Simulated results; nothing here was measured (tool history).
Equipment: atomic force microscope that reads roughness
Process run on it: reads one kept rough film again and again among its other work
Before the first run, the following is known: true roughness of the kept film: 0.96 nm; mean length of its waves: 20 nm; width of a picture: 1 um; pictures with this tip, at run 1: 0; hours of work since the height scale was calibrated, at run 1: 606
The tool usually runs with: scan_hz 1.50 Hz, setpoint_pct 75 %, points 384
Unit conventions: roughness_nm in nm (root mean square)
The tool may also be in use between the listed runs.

| run | hour | scan_hz | setpoint_pct | points | pictures with this tip | hours of work since the height scale was calibrated | roughness_nm |
|---|---|---|---|---|---|---|---|
| 1 | 0.0 | 1.50 | 75 | 384 | 0 | 606 | 0.821 |
| 2 | 54.7 | 1.50 | 75 | 384 | 69 | 637 | 0.832 |
|  | 113.5 | new tip fitted |
| 3 | 113.5 | 1.50 | 75 | 384 | 0 | 670 | 0.835 |
| 4 | 166.5 | 1.50 | 85 | 384 | 66 | 700 | 0.793 |
| 5 | 200.0 | 1.50 | 85 | 384 | 108 | 719 | 0.787 |
|  | 224.1 | new tip fitted |
| 6 | 234.8 | 1.50 | 76 | 384 | 13 | 739 | 0.823 |
| 7 | 281.2 | 1.24 | 76 | 384 | 71 | 765 | 0.841 |
| 8 | 310.0 | 1.24 | 76 | 384 | 107 | 781 | 0.831 |
|  | 338.6 | new tip fitted |
| 9 | 343.6 | 1.50 | 83 | 384 | 7 | 800 | 0.799 |
| 10 | 402.8 | 1.50 | 83 | 384 | 81 | 833 | 0.806 |
| 11 | 431.5 | 1.50 | 83 | 384 | 117 | 850 | 0.798 |
|  | 450.5 | new tip fitted |
| 12 | 481.1 | 1.50 | 83 | 384 | 38 | 878 | 0.801 |
| 13 | 520.7 | 1.50 | 83 | 384 | 88 | 900 | 0.802 |
|  | 564.4 | new tip fitted |
| 14 | 566.7 | 1.50 | 81 | 384 | 3 | 926 | 0.808 |
| 15 | 623.9 | 1.50 | 81 | 384 | 75 | 958 | 0.821 |
| 16 | 649.5 | 1.50 | 75 | 915 | 107 | 973 | 0.847 |
|  | 676.2 | new tip fitted |
| 17 | 690.4 | 1.50 | 75 | 915 | 17 | 996 | 0.847 |
| 18 | 719.3 | 1.50 | 75 | 558 | 54 | 1012 | 0.844 |
| 19 | 761.1 | 1.50 | 75 | 558 | 106 | 1036 | 0.838 |
|  | 779.1 | height scale calibrated on a step standard |
|  | 789.9 | new tip fitted |
| 20 | 795.2 | 1.50 | 75 | 558 | 7 | 9 | 0.831 |
| 21 | 844.2 | 1.50 | 75 | 558 | 68 | 37 | 0.829 |
| 22 | 890.7 | 1.50 | 75 | 558 | 127 | 63 | 0.832 |
|  | 900.0 | new tip fitted |
| 23 | 916.4 | 1.50 | 75 | 558 | 20 | 77 | 0.829 |
| 24 | 944.2 | 1.50 | 75 | 558 | 55 | 93 | 0.836 |
| 25 | 971.9 | 1.62 | 68 | 961 | 90 | 109 | 0.853 |
| 26 | 1005.4 | 3.63 | 83 | 294 | 132 | 128 | 0.702 |
|  | 1014.3 | new tip fitted |
| 27 | 1053.1 | 3.63 | 87 | 294 | 49 | 154 | 0.687 |
| 28 | 1095.0 | 0.57 | 62 | 557 | 101 | 178 | 0.872 |
|  | 1126.8 | new tip fitted |
| 29 | 1153.3 | 0.57 | 62 | 557 | 33 | 211 | 0.881 |
| 30 | 1210.7 | 0.57 | 62 | 557 | 105 | 244 | 0.875 |
|  | 1241.5 | new tip fitted |
| 31 | 1251.4 | 0.57 | 62 | 557 | 12 | 266 | 0.879 |
| 32 | 1303.7 | 1.50 | 60 | 384 | 78 | 296 | 0.854 |
| 33 | 1336.4 | 1.50 | 75 | 380 | 119 | 314 | 0.822 |
|  | 1352.6 | new tip fitted |
| 34 | 1391.9 | 1.50 | 75 | 380 | 50 | 346 | 0.830 |
| 35 | 1421.3 | 1.02 | 66 | 668 | 86 | 362 | 0.874 |
|  | 1462.6 | new tip fitted |
| 36 | 1462.6 | 1.10 | 67 | 418 | 0 | 385 | 0.871 |
| 37 | 1498.7 | 1.10 | 67 | 418 | 45 | 406 | 0.872 |
| 38 | 1542.7 | 1.10 | 67 | 418 | 100 | 431 | 0.860 |
|  | 1575.5 | new tip fitted |
| 39 | 1582.7 | 1.10 | 67 | 418 | 9 | 453 | 0.850 |
| 40 | 1611.8 | 0.95 | 61 | 436 | 46 | 470 | 0.869 |
| 41 | 1648.2 | 1.50 | 65 | 460 | 92 | 490 | 0.864 |
| 42 | 1676.6 | 0.61 | 77 | 384 | 127 | 506 | 0.858 |
|  | 1686.7 | new tip fitted |
| 43 | 1716.6 | 0.52 | 72 | 367 | 38 | 529 | 0.872 |
| 44 | 1754.1 | 0.76 | 75 | 359 | 85 | 550 | 0.855 |
|  | 1798.7 | new tip fitted |
| 45 | 1811.3 | 0.62 | 62 | 384 | 16 | 582 | 0.879 |

Predict each of these 3 candidate next runs independently; none follows another, all start after run 45:
| A | 1862.6 | 1.50 | 74 | 348 | 80 | 611 | ? |
| B | 1862.6 | 2.09 | 56 | 953 | 80 | 611 | ? |
| C | 1862.6 | 2.17 | 62 | 384 | 80 | 611 | ? |

| run | roughness_nm |
|---|---|
| A | 0.825 |
| B | 0.862 |
| C | 0.849 |
Had the tool no hidden state, the same runs would have come out as:
| run | roughness_nm |
|---|---|
| A | 0.827 |
| B | 0.864 |
| C | 0.851 |
